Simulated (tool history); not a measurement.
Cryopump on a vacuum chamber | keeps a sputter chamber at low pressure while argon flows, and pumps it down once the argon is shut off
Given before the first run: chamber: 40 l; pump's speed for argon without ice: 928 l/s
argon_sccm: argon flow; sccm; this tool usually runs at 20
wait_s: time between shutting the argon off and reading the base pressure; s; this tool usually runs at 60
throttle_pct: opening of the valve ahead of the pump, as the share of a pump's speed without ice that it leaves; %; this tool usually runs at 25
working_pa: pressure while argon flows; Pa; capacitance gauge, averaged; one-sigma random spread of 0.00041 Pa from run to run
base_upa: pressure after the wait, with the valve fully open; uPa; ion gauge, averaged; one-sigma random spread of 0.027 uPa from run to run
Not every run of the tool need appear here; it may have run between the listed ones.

run 1 hour=0.0 | argon_sccm=20 wait_s=60 throttle_pct=25 | working_pa=0.1474 base_upa=2.44
run 2 hour=9.4 | argon_sccm=20 wait_s=60 throttle_pct=25 | working_pa=0.1480 base_upa=2.41
run 3 hour=16.0 | argon_sccm=20 wait_s=60 throttle_pct=25 | working_pa=0.1478 base_upa=2.40
run 4 hour=22.8 | argon_sccm=20 wait_s=60 throttle_pct=25 | working_pa=0.1476 base_upa=2.41
run 5 hour=36.5 | argon_sccm=20 wait_s=60 throttle_pct=40 | working_pa=0.0932 base_upa=2.41
run 6 hour=48.6 | argon_sccm=20 wait_s=60 throttle_pct=17 | working_pa=0.2167 base_upa=2.48
run 7 hour=61.7 | argon_sccm=20 wait_s=60 throttle_pct=17 | working_pa=0.2163 base_upa=2.38
run 8 hour=68.5 | argon_sccm=20 wait_s=60 throttle_pct=25 | working_pa=0.1478 base_upa=2.43
run 9 hour=78.5 | argon_sccm=20 wait_s=78 throttle_pct=25 | working_pa=0.1481 base_upa=1.99
run 10 hour=92.5 | argon_sccm=20 wait_s=141 throttle_pct=25 | working_pa=0.1489 base_upa=1.35
run 11 hour=103.0 | argon_sccm=20 wait_s=60 throttle_pct=21 | working_pa=0.1764 base_upa=2.46
run 12 hour=113.6 | argon_sccm=20 wait_s=60 throttle_pct=30 | working_pa=0.1235 base_upa=2.42
run 13 hour=127.4 | argon_sccm=20 wait_s=60 throttle_pct=43 | working_pa=0.0874 base_upa=2.44
run 14 hour=133.9 | argon_sccm=20 wait_s=60 throttle_pct=43 | working_pa=0.0873 base_upa=2.48
run 15 hour=148.8 | argon_sccm=20 wait_s=60 throttle_pct=43 | working_pa=0.0871 base_upa=2.49
run 16 hour=159.4 | argon_sccm=20 wait_s=60 throttle_pct=25 | working_pa=0.1483 base_upa=2.50
run 17 hour=171.9 | argon_sccm=20 wait_s=60 throttle_pct=25 | working_pa=0.1481 base_upa=2.45
run 18 hour=183.9 | argon_sccm=20 wait_s=60 throttle_pct=25 | working_pa=0.1484 base_upa=2.50
run 19 hour=194.6 | argon_sccm=21 wait_s=152 throttle_pct=25 | working_pa=0.1559 base_upa=1.26

Run 20 is up next; what results do you expect?
run 20 hour=204.4 | argon_sccm=29 wait_s=89 throttle_pct=23 | working_pa=? base_upa=?

working_pa: 0.2338 Pa
base_upa: 1.81 uPa
The same run, on a tool lacking any hidden state, would have yielded working_pa 0.2295 Pa, base_upa 1.62 uPa.

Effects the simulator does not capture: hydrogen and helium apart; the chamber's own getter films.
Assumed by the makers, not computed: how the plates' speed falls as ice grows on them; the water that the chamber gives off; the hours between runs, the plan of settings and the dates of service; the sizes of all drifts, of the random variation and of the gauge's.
